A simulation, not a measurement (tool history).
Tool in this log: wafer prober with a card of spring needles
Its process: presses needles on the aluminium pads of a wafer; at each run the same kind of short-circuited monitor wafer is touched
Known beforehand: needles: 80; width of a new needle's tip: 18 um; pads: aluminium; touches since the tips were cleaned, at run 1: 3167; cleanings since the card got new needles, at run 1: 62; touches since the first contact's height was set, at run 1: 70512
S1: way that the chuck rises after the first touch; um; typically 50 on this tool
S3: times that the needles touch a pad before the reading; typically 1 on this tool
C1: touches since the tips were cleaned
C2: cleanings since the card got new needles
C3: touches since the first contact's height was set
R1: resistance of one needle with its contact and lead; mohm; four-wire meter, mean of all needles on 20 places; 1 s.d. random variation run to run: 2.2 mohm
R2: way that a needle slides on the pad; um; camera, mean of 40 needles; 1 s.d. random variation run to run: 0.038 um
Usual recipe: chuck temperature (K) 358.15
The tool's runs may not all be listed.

{"run": 1, "hour": 0.0, "S1": 50, "chuck temperature (K)": 358.15, "S3": 1, "C1": 3167, "C2": 62, "C3": 70512, "R1": 276, "R2": 11.96}
{"hour": 2.4, "done": "tips cleaned on abrasive film"}
{"hour": 10.7, "done": "tips cleaned on abrasive film"}
{"run": 2, "hour": 12.3, "S1": 50, "chuck temperature (K)": 358.15, "S3": 1, "C1": 770, "C2": 64, "C3": 76346, "R1": 259, "R2": 11.95}
{"hour": 19.1, "done": "tips cleaned on abrasive film"}
{"run": 3, "hour": 24.4, "S1": 50, "chuck temperature (K)": 362.15, "S3": 1, "C1": 2548, "C2": 65, "C3": 82101, "R1": 268, "R2": 12.01}
{"hour": 27.7, "done": "tips cleaned on abrasive film"}
{"hour": 36.9, "done": "tips cleaned on abrasive film"}
{"run": 4, "hour": 38.2, "S1": 50, "chuck temperature (K)": 358.15, "S3": 1, "C1": 622, "C2": 67, "C3": 88639, "R1": 260, "R2": 11.94}
{"hour": 45.1, "done": "tips cleaned on abrasive film"}
{"run": 5, "hour": 46.6, "S1": 50, "chuck temperature (K)": 358.15, "S3": 1, "C1": 743, "C2": 68, "C3": 92659, "R1": 263, "R2": 11.86}
{"hour": 54.0, "done": "tips cleaned on abrasive film"}
{"run": 6, "hour": 55.2, "S1": 50, "chuck temperature (K)": 373.15, "S3": 1, "C1": 596, "C2": 69, "C3": 96725, "R1": 260, "R2": 11.87}
{"hour": 63.2, "done": "tips cleaned on abrasive film"}
{"hour": 71.3, "done": "tips cleaned on abrasive film"}
{"run": 7, "hour": 71.4, "S1": 50, "chuck temperature (K)": 373.15, "S3": 1, "C1": 47, "C2": 71, "C3": 104439, "R1": 257, "R2": 11.84}
{"hour": 79.9, "done": "tips cleaned on abrasive film"}
{"hour": 81.7, "done": "height of the first contact set anew"}
{"run": 8, "hour": 81.7, "S1": 50, "chuck temperature (K)": 373.15, "S3": 1, "C1": 709, "C2": 72, "C3": 0, "R1": 262, "R2": 12.29}
{"hour": 88.7, "done": "tips cleaned on abrasive film"}
{"run": 9, "hour": 89.7, "S1": 50, "chuck temperature (K)": 373.15, "S3": 1, "C1": 486, "C2": 73, "C3": 3838, "R1": 261, "R2": 12.26}
{"hour": 97.6, "done": "tips cleaned on abrasive film"}
{"hour": 106.2, "done": "tips cleaned on abrasive film"}
{"run": 10, "hour": 106.2, "S1": 50, "chuck temperature (K)": 362.15, "S3": 3, "C1": 0, "C2": 75, "C3": 11640, "R1": 257, "R2": 12.2}
{"hour": 115.3, "done": "tips cleaned on abrasive film"}
{"run": 11, "hour": 121.0, "S1": 47, "chuck temperature (K)": 358.15, "S3": 1, "C1": 2769, "C2": 76, "C3": 18752, "R1": 274, "R2": 11.46}
{"hour": 123.4, "done": "tips cleaned on abrasive film"}
{"hour": 131.9, "done": "tips cleaned on abrasive film"}
{"run": 12, "hour": 138.1, "S1": 47, "chuck temperature (K)": 358.15, "S3": 1, "C1": 2993, "C2": 78, "C3": 26878, "R1": 282, "R2": 11.42}
{"hour": 140.6, "done": "tips cleaned on abrasive film"}
{"hour": 148.6, "done": "tips cleaned on abrasive film"}
{"run": 13, "hour": 150.3, "S1": 52, "chuck temperature (K)": 343.15, "S3": 1, "C1": 826, "C2": 80, "C3": 32650, "R1": 258, "R2": 12.68}
{"hour": 157.2, "done": "tips cleaned on abrasive film"}
{"hour": 165.6, "done": "tips cleaned on abrasive film"}
{"run": 14, "hour": 169.1, "S1": 51, "chuck temperature (K)": 305.15, "S3": 1, "C1": 1649, "C2": 82, "C3": 41551, "R1": 248, "R2": 12.33}
{"hour": 173.8, "done": "tips cleaned on abrasive film"}
{"run": 15, "hour": 179.6, "S1": 51, "chuck temperature (K)": 305.15, "S3": 1, "C1": 2804, "C2": 83, "C3": 46598, "R1": 260, "R2": 12.33}
{"hour": 182.0, "done": "tips cleaned on abrasive film"}
{"hour": 190.1, "done": "tips cleaned on abrasive film"}
{"hour": 198.5, "done": "tips cleaned on abrasive film"}
{"run": 16, "hour": 198.5, "S1": 51, "chuck temperature (K)": 305.15, "S3": 1, "C1": 0, "C2": 86, "C3": 55531, "R1": 240, "R2": 12.26}

Alternative continuations, all from the tool just after run 16; predict every row:
{"hour": 207.3, "done": "tips cleaned on abrasive film"}
{"hour": 216.4, "done": "tips cleaned on abrasive film"}
{"run": "A", "hour": 216.4, "S1": 55, "chuck temperature (K)": 312.15, "S3": 1, "C1": 0, "C2": 88, "C3": 64025, "R1": "?", "R2": "?"}
{"hour": 207.3, "done": "tips cleaned on abrasive film"}
{"hour": 216.4, "done": "tips cleaned on abrasive film"}
{"run": "B", "hour": 216.4, "S1": 49, "chuck temperature (K)": 305.15, "S3": 2, "C1": 0, "C2": 88, "C3": 64025, "R1": "?", "R2": "?"}
{"hour": 207.3, "done": "tips cleaned on abrasive film"}
{"hour": 216.4, "done": "tips cleaned on abrasive film"}
{"run": "C", "hour": 216.4, "S1": 30, "chuck temperature (K)": 304.15, "S3": 1, "C1": 0, "C2": 88, "C3": 64025, "R1": "?", "R2": "?"}
{"hour": 207.3, "done": "tips cleaned on abrasive film"}
{"hour": 216.4, "done": "tips cleaned on abrasive film"}
{"run": "D", "hour": 216.4, "S1": 51, "chuck temperature (K)": 301.15, "S3": 1, "C1": 0, "C2": 88, "C3": 64025, "R1": "?", "R2": "?"}
{"hour": 207.3, "done": "tips cleaned on abrasive film"}
{"hour": 216.4, "done": "tips cleaned on abrasive film"}
{"run": "E", "hour": 216.4, "S1": 30, "chuck temperature (K)": 305.15, "S3": 1, "C1": 0, "C2": 88, "C3": 64025, "R1": "?", "R2": "?"}

run=A R1=236 R2=13.22
run=B R1=236 R2=11.67
run=C R1=259 R2=7.06
run=D R1=237 R2=12.25
run=E R1=261 R2=7.05
Stripped of hidden state, with their random variation kept, the same runs would have yielded:
run=A R1=232 R2=13.54
run=B R1=232 R2=11.98
run=C R1=248 R2=7.38
run=D R1=233 R2=12.56
run=E R1=250 R2=7.36
